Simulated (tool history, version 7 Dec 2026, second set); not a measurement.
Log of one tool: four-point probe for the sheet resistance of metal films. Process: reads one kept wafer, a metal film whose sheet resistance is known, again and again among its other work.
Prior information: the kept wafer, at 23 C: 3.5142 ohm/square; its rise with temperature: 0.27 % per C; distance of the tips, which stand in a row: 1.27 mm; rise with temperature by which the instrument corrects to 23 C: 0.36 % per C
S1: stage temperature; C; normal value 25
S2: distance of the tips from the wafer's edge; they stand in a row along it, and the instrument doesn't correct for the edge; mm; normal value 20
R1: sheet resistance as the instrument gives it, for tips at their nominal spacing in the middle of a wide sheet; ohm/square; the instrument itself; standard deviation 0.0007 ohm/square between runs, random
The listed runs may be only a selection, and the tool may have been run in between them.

run    hour  S1  S2        R1
  1     0.0  25  20  3.515335
  2    72.1  25  20  3.515040
  3   143.1  25  20  3.516689
  4   198.7  29  20  3.503560
  5   232.3  29  20  3.502810
  6   283.0  30  20  3.499869
  7   360.4  30  20  3.500728
  8   398.8  27  20  3.509249
  9   470.8  25  20  3.514997
 10   521.6  25  20  3.515459
 11   593.6  25  20  3.514761
 12   643.3  25  20  3.514296
 13   694.0  25  20  3.515643
 14   734.0  25  20  3.515785
 15   775.8  25  20  3.516612
 16   850.9  25  20  3.516981
 17   903.5  25  20  3.517313
 18   943.0  25  20  3.516203
 19   974.5  25  20  3.515863
 20  1039.6  25  14  3.524969
 21  1108.9  25  14  3.522245
 22  1144.5  25  20  3.516259
 23  1178.6  35  20  3.485055
 24  1215.0  35  20  3.484346
 25  1289.4  35  20  3.484623
 26  1334.6  25   7  3.568881
 27  1382.8  21  44  3.523400
 28  1447.6  19  58  3.527345
 29  1478.7  21  58  3.523262
 30  1515.9  35  58  3.478205
 31  1583.9  35  11  3.502831
 32  1643.3  25  48  3.510375
 33  1713.6  25   8  3.555928
 34  1784.3  21  20  3.529157
 35  1831.7  30  26  3.497421
 36  1894.0  20   9  3.561678
 37  1970.3  20   9  3.561794
 38  2027.9  18   9  3.568321
 39  2061.2  18   9  3.568131
 40  2129.7  23   9  3.553361
 41  2183.5  29   9  3.533727
 42  2229.0  29   9  3.532195
 43  2263.4  29   9  3.532889
 44  2327.5  35   7  3.537880
 45  2390.3  28  67  3.499077

Withheld: 1 entry from between the runs. Position of each, and hidden state at the listed run before versus the listed run after:
Run 39 -> run 40: new probe head fitted (hour 2118.1)
  inner tips' distance over the nominal, %: 0.013 -> -0.001; tips' flats over new ones', %: 1 -> 0

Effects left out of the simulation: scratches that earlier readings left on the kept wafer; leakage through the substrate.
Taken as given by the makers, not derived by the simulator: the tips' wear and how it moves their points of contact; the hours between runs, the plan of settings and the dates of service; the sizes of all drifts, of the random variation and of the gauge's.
